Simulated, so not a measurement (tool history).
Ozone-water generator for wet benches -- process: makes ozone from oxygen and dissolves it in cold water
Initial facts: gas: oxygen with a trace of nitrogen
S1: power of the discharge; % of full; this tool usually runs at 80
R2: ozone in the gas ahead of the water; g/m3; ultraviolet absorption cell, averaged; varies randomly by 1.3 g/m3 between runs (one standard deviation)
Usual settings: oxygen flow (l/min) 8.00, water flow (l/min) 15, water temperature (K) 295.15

{"run": 1, "hour": 0.0, "S1": 80, "oxygen flow (l/min)": 8.0, "water flow (l/min)": 15, "water temperature (K)": 295.15, "dissolved ozone (ppm)": 28.3, "R2": 230.0}
{"run": 2, "hour": 176.2, "S1": 80, "oxygen flow (l/min)": 8.0, "water flow (l/min)": 15, "water temperature (K)": 295.15, "dissolved ozone (ppm)": 28.3, "R2": 230.5}
{"run": 3, "hour": 332.2, "S1": 80, "oxygen flow (l/min)": 8.0, "water flow (l/min)": 15, "water temperature (K)": 295.15, "dissolved ozone (ppm)": 28.5, "R2": 229.2}
{"run": 4, "hour": 491.4, "S1": 80, "oxygen flow (l/min)": 8.0, "water flow (l/min)": 15, "water temperature (K)": 295.15, "dissolved ozone (ppm)": 28.8, "R2": 230.7}
{"hour": 618.7, "done": "contactor cleaned"}
{"run": 5, "hour": 669.5, "S1": 80, "oxygen flow (l/min)": 8.0, "water flow (l/min)": 15, "water temperature (K)": 289.15, "dissolved ozone (ppm)": 33.8, "R2": 227.9}
{"run": 6, "hour": 800.7, "S1": 80, "oxygen flow (l/min)": 8.0, "water flow (l/min)": 15, "water temperature (K)": 289.15, "dissolved ozone (ppm)": 33.5, "R2": 230.0}
{"run": 7, "hour": 971.2, "S1": 80, "oxygen flow (l/min)": 11.03, "water flow (l/min)": 15, "water temperature (K)": 295.15, "dissolved ozone (ppm)": 26.6, "R2": 186.3}
{"run": 8, "hour": 1109.9, "S1": 80, "oxygen flow (l/min)": 8.0, "water flow (l/min)": 15, "water temperature (K)": 295.15, "dissolved ozone (ppm)": 29.3, "R2": 229.6}
{"hour": 1146.6, "done": "water thermometer calibrated"}
{"run": 9, "hour": 1279.9, "S1": 80, "oxygen flow (l/min)": 8.0, "water flow (l/min)": 15, "water temperature (K)": 295.15, "dissolved ozone (ppm)": 29.5, "R2": 228.1}
{"run": 10, "hour": 1433.7, "S1": 80, "oxygen flow (l/min)": 8.0, "water flow (l/min)": 15, "water temperature (K)": 293.15, "dissolved ozone (ppm)": 30.6, "R2": 226.8}
{"run": 11, "hour": 1554.6, "S1": 80, "oxygen flow (l/min)": 8.0, "water flow (l/min)": 15, "water temperature (K)": 293.15, "dissolved ozone (ppm)": 30.9, "R2": 225.8}
{"run": 12, "hour": 1647.9, "S1": 80, "oxygen flow (l/min)": 8.0, "water flow (l/min)": 15, "water temperature (K)": 293.15, "dissolved ozone (ppm)": 30.3, "R2": 229.7}
{"run": 13, "hour": 1772.7, "S1": 80, "oxygen flow (l/min)": 8.0, "water flow (l/min)": 15, "water temperature (K)": 293.15, "dissolved ozone (ppm)": 30.6, "R2": 225.9}
{"run": 14, "hour": 1947.1, "S1": 80, "oxygen flow (l/min)": 8.0, "water flow (l/min)": 15, "water temperature (K)": 292.15, "dissolved ozone (ppm)": 30.9, "R2": 227.8}
{"run": 15, "hour": 2116.5, "S1": 80, "oxygen flow (l/min)": 7.38, "water flow (l/min)": 11, "water temperature (K)": 292.15, "dissolved ozone (ppm)": 36.6, "R2": 241.1}
{"run": 16, "hour": 2195.5, "S1": 80, "oxygen flow (l/min)": 7.38, "water flow (l/min)": 11, "water temperature (K)": 292.15, "dissolved ozone (ppm)": 36.8, "R2": 240.7}
{"run": 17, "hour": 2329.8, "S1": 80, "oxygen flow (l/min)": 7.38, "water flow (l/min)": 11, "water temperature (K)": 292.15, "dissolved ozone (ppm)": 36.7, "R2": 238.4}
{"run": 18, "hour": 2438.6, "S1": 80, "oxygen flow (l/min)": 7.38, "water flow (l/min)": 11, "water temperature (K)": 292.15, "dissolved ozone (ppm)": 36.7, "R2": 239.5}
{"run": 19, "hour": 2542.5, "S1": 68, "oxygen flow (l/min)": 8.0, "water flow (l/min)": 15, "water temperature (K)": 295.15, "dissolved ozone (ppm)": 25.1, "R2": 198.1}
{"run": 20, "hour": 2670.8, "S1": 82, "oxygen flow (l/min)": 14.1, "water flow (l/min)": 15, "water temperature (K)": 288.15, "dissolved ozone (ppm)": 28.6, "R2": 161.1}
{"run": 21, "hour": 2848.2, "S1": 82, "oxygen flow (l/min)": 14.1, "water flow (l/min)": 21, "water temperature (K)": 290.15, "dissolved ozone (ppm)": 23.2, "R2": 158.4}
{"run": 22, "hour": 3002.0, "S1": 82, "oxygen flow (l/min)": 14.1, "water flow (l/min)": 21, "water temperature (K)": 290.15, "dissolved ozone (ppm)": 23.4, "R2": 159.8}
{"run": 23, "hour": 3104.5, "S1": 82, "oxygen flow (l/min)": 14.1, "water flow (l/min)": 21, "water temperature (K)": 290.15, "dissolved ozone (ppm)": 23.4, "R2": 159.8}
{"run": 24, "hour": 3250.6, "S1": 54, "oxygen flow (l/min)": 8.0, "water flow (l/min)": 15, "water temperature (K)": 292.15, "dissolved ozone (ppm)": 22.3, "R2": 162.4}
{"run": 25, "hour": 3391.8, "S1": 44, "oxygen flow (l/min)": 8.0, "water flow (l/min)": 12, "water temperature (K)": 292.15, "dissolved ozone (ppm)": 21.2, "R2": 138.5}
{"run": 26, "hour": 3476.8, "S1": 47, "oxygen flow (l/min)": 9.3, "water flow (l/min)": 12, "water temperature (K)": 289.15, "dissolved ozone (ppm)": 22.4, "R2": 133.4}

For each run, the measured value with the value that run would have given without the tool's hidden condition subtracted. The run-to-run variation is shared by both, the gauge scatter possibly not:
The tool's hidden condition here consists of: yield of the discharge, % of new electrodes'; contactor's efficiency, % of a clean one's; true water temperature over the reading, C; drift of the gauge itself on ozone_ppm, %; drift of the gauge itself on gas_g_m3, %.
run=1 dissolved_ozone_(ppm)=-1.8 R2=-2.5
run=2 dissolved_ozone_(ppm)=-1.9 R2=-2.9
run=3 dissolved_ozone_(ppm)=-1.9 R2=-3.2
run=4 dissolved_ozone_(ppm)=-2.1 R2=-3.6
run=5 dissolved_ozone_(ppm)=-0.8 R2=-3.9
run=6 dissolved_ozone_(ppm)=-0.8 R2=-4.2
run=7 dissolved_ozone_(ppm)=-0.7 R2=-3.6
run=8 dissolved_ozone_(ppm)=-0.9 R2=-4.9
run=9 dissolved_ozone_(ppm)=-0.9 R2=-5.1
run=10 dissolved_ozone_(ppm)=-1.1 R2=-5.5
run=11 dissolved_ozone_(ppm)=-1.1 R2=-5.8
run=12 dissolved_ozone_(ppm)=-1.2 R2=-6.0
run=13 dissolved_ozone_(ppm)=-1.2 R2=-6.2
run=14 dissolved_ozone_(ppm)=-1.4 R2=-6.5
run=15 dissolved_ozone_(ppm)=-1.6 R2=-7.3
run=16 dissolved_ozone_(ppm)=-1.7 R2=-7.4
run=17 dissolved_ozone_(ppm)=-1.8 R2=-7.7
run=18 dissolved_ozone_(ppm)=-1.8 R2=-8.0
run=19 dissolved_ozone_(ppm)=-1.2 R2=-6.0
run=20 dissolved_ozone_(ppm)=-1.6 R2=-5.8
run=21 dissolved_ozone_(ppm)=-1.4 R2=-6.0
run=22 dissolved_ozone_(ppm)=-1.5 R2=-6.3
run=23 dissolved_ozone_(ppm)=-1.4 R2=-6.5
run=24 dissolved_ozone_(ppm)=-1.2 R2=-4.8
run=25 dissolved_ozone_(ppm)=-1.0 R2=-3.3
run=26 dissolved_ozone_(ppm)=-1.1 R2=-3.5
